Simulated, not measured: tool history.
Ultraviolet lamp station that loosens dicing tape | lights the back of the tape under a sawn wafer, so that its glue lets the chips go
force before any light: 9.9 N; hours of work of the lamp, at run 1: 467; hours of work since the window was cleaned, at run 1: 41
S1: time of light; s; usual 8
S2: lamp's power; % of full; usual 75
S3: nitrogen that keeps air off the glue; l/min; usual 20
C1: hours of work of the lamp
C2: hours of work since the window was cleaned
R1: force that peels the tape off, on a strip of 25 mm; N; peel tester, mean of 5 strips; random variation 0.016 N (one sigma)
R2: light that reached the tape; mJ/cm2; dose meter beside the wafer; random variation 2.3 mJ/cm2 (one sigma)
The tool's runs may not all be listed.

run	hour	S1	S2	S3	C1	C2	R1	R2
1	0.0	8	75	20	467	41	1.098	196
2	27.6	8	75	20	481	55	1.139	195
3	70.5	8	75	20	504	78	1.139	191
4	96.4	8	75	20	517	91	1.170	191
5	143.9	15	75	20	542	116	0.318	354
6	183.0	5	75	20	562	136	2.567	119
7	229.6	8	75	20	587	161	1.245	183
8	282.7	8	75	20	615	189	1.240	183
9	325.3	8	75	20	637	211	1.323	181
10	351.4	8	75	20	651	224	1.338	181
11	387.4	8	75	20	669	243	1.348	174
# hour 393.1: window cleaned of glue's vapour
12	421.4	8	75	20	687	15	1.473	169
13	456.0	8	75	20	705	33	1.539	166
14	509.5	8	75	28	733	61	1.365	164
15	557.0	6	91	20	758	86	1.869	145
16	582.5	15	91	7	771	99	0.499	363
17	612.4	8	78	13	787	115	1.757	163
18	651.7	16	80	20	807	135	0.332	335
19	677.9	16	80	20	821	149	0.352	333
20	719.1	16	80	31	843	170	0.299	328
# hour 725.0: window cleaned of glue's vapour, once more
21	767.7	8	80	20	868	22	1.284	183
22	823.3	8	80	20	897	51	1.282	176
23	860.6	15	81	20	916	71	0.338	332
24	898.8	15	81	20	936	91	0.350	327
25	945.7	15	81	20	961	115	0.369	323

Run 26 comes next. What will it give?
26	990.0	8	70	9	984	139	?	?

Run 26 gave R1 2.326 N, R2 147 mJ/cm2.
Without the tool's hidden state the same run would have given R1 1.229 N, R2 216 mJ/cm2.

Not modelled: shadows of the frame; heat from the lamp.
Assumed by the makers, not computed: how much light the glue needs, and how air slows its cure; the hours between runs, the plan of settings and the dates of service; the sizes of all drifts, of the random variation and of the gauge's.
